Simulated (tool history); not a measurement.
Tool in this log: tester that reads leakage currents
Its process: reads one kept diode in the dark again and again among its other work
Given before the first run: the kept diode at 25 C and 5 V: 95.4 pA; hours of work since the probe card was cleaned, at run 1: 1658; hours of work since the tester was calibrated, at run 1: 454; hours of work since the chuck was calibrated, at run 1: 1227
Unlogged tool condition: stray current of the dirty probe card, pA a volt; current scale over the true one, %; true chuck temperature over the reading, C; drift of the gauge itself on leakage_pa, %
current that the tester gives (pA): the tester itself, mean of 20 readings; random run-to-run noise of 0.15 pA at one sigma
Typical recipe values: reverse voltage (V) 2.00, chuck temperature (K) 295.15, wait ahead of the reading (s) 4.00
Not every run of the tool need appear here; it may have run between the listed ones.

run	hour	reverse voltage (V)	chuck temperature (K)	wait ahead of the reading (s)	hours of work since the probe card was cleaned	hours of work since the tester was calibrated	hours of work since the chuck was calibrated	current that the tester gives (pA)
1	0.0	2.00	295.15	4.00	1658	454	1227	47.00
2	105.6	2.00	295.15	4.00	1733	529	1302	46.96
3	176.0	2.00	295.15	4.00	1783	579	1352	46.93
4	229.2	2.00	295.15	4.00	1820	617	1390	47.04
5	299.1	2.00	295.15	0.59	1870	666	1439	47.54
6	404.0	2.00	295.15	0.59	1945	741	1514	47.49
7	483.5	2.00	295.15	0.59	2001	797	1570	47.25
8	567.7	2.00	295.15	0.59	2061	857	1630	47.28
# hour 632.7: probe card cleaned and baked
9	663.0	2.00	295.15	0.59	22	923	1696	42.89
10	768.7	2.00	295.15	0.59	97	998	1771	42.98
11	817.0	2.00	295.15	5.04	131	1032	1805	42.06
12	876.9	2.00	295.15	5.04	173	1074	1847	42.05
13	987.3	2.00	295.15	3.80	252	1153	1926	42.16
14	1089.6	1.30	295.15	4.00	324	1225	1998	34.31
15	1160.2	2.00	295.15	0.56	375	1276	2049	42.43
16	1246.2	3.51	295.15	1.88	436	1337	2110	55.21
17	1293.8	4.89	311.15	5.88	469	1370	2143	246.65
18	1388.5	4.89	311.15	5.88	537	1438	2211	243.68
19	1485.3	13.46	294.15	5.88	605	1506	2279	98.39

Hidden condition of the tool, last listed run before each entry between runs versus first listed run after:
Runs 8 to 9: probe card cleaned and baked (hour 632.7)
  stray current of the dirty probe card, pA a volt: 1.924 -> 0.04; current scale over the true one, %: 0.72 -> 0.76; true chuck temperature over the reading, C: -1.4 -> -1.46
  measured result minus the result with no hidden state, current that the tester gives (pA): -1.48 -> -5.45

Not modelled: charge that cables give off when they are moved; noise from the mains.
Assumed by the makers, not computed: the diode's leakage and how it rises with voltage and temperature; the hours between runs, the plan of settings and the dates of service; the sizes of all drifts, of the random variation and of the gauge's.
